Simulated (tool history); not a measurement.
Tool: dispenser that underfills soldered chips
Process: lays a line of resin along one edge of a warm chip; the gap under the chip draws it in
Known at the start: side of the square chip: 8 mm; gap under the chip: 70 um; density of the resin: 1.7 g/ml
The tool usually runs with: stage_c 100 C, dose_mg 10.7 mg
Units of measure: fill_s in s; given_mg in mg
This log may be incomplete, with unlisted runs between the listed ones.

| run | hour | stage_c | dose_mg | fill_s | given_mg |
|---|---|---|---|---|---|
| 1 | 0.0 | 100 | 10.7 | 210.0 | 10.08 |
|  | 1.2 | new syringe of resin |
| 2 | 4.3 | 100 | 9.6 | 112.5 | 9.05 |
| 3 | 11.4 | 100 | 9.6 | 169.5 | 9.04 |
|  | 17.9 | new syringe of resin |
| 4 | 20.2 | 100 | 9.6 | 110.2 | 8.93 |
| 5 | 24.3 | 100 | 9.6 | 136.8 | 8.89 |
| 6 | 30.9 | 87 | 9.6 | 291.1 | 8.79 |
|  | 34.6 | new syringe of resin |
| 7 | 36.7 | 87 | 9.6 | 159.2 | 8.82 |
| 8 | 40.5 | 87 | 9.6 | 196.8 | 8.87 |
| 9 | 44.8 | 100 | 10.7 | 165.5 | 9.78 |
| 10 | 48.3 | 100 | 10.7 | 200.0 | 9.73 |
|  | 51.2 | new syringe of resin |
|  | 53.1 | dispensing valve cleaned and set on the balance |
| 11 | 58.1 | 100 | 11.8 | 124.4 | 11.66 |
| 12 | 63.6 | 100 | 10.7 | 172.8 | 10.58 |
|  | 68.7 | new syringe of resin |
| 13 | 68.7 | 100 | 10.7 | 88.8 | 10.53 |
| 14 | 72.8 | 100 | 10.7 | 115.8 | 10.61 |
| 15 | 78.1 | 100 | 10.7 | 155.1 | 10.52 |
| 16 | 84.6 | 100 | 10.7 | 220.9 | 10.45 |
|  | 85.5 | new syringe of resin |
| 17 | 89.7 | 100 | 10.7 | 113.0 | 10.45 |
| 18 | 96.3 | 100 | 10.7 | 165.7 | 10.43 |
| 19 | 101.2 | 106 | 10.6 | 184.9 | 10.38 |
|  | 102.2 | new syringe of resin |
| 20 | 106.6 | 106 | 10.6 | 101.0 | 10.18 |
| 21 | 114.3 | 106 | 11.0 | 151.2 | 10.63 |
|  | 118.8 | new syringe of resin |
| 22 | 118.8 | 106 | 11.0 | 77.7 | 10.50 |
| 23 | 124.0 | 106 | 11.0 | 104.9 | 10.50 |
| 24 | 130.1 | 113 | 9.1 | 129.3 | 8.60 |
| 25 | 134.4 | 113 | 13.6 | 148.3 | 12.97 |
|  | 135.5 | new syringe of resin |
| 26 | 142.3 | 106 | 11.2 | 114.2 | 10.52 |
| 27 | 145.9 | 100 | 9.8 | 169.4 | 9.20 |
|  | 151.8 | new syringe of resin |
| 28 | 151.8 | 102 | 9.9 | 90.6 | 9.43 |
| 29 | 156.4 | 102 | 9.9 | 118.3 | 9.33 |
| 30 | 162.0 | 109 | 10.7 | 127.4 | 10.04 |
| 31 | 167.3 | 88 | 11.2 | 310.1 | 10.46 |
|  | 168.8 | new syringe of resin |
| 32 | 176.1 | 106 | 11.2 | 117.2 | 10.22 |
| 33 | 184.6 | 87 | 12.7 | 318.2 | 11.61 |
|  | 185.6 | new syringe of resin |
| 34 | 190.1 | 100 | 11.0 | 122.1 | 10.08 |
|  | 195.1 | dispensing valve cleaned and set on the balance |
| 35 | 196.0 | 100 | 9.6 | 158.1 | 9.56 |

Some steps in fill_s, run to run, broken into two amounts with sign: the step expected even without the hidden condition (settings, incoming material, random variation), and the rest, left for the hidden condition together with whatever gauge scatter is not in both the measured and the hidden-condition-free result:
Hidden state at play: resin's viscosity, % of fresh resin's; dose that the valve gives, % of what is set; true chip temperature over the reading, C; drift of the gauge itself on fill_s, %; drift of the gauge itself on given_mg, %.
Run 31 -> 32: stage_c 88 -> 106, new syringe of resin. fill_s -192.9 s: hidden state -142.4, all else -50.5.
Run 32 -> 33: stage_c 106 -> 87, dose_mg 11.2 -> 12.7. fill_s +201.0 s: hidden state +147.4, all else +53.6.
Run 33 -> 34: stage_c 87 -> 100, dose_mg 12.7 -> 11.0, new syringe of resin. fill_s -196.1 s: hidden state -157.4, all else -38.7.
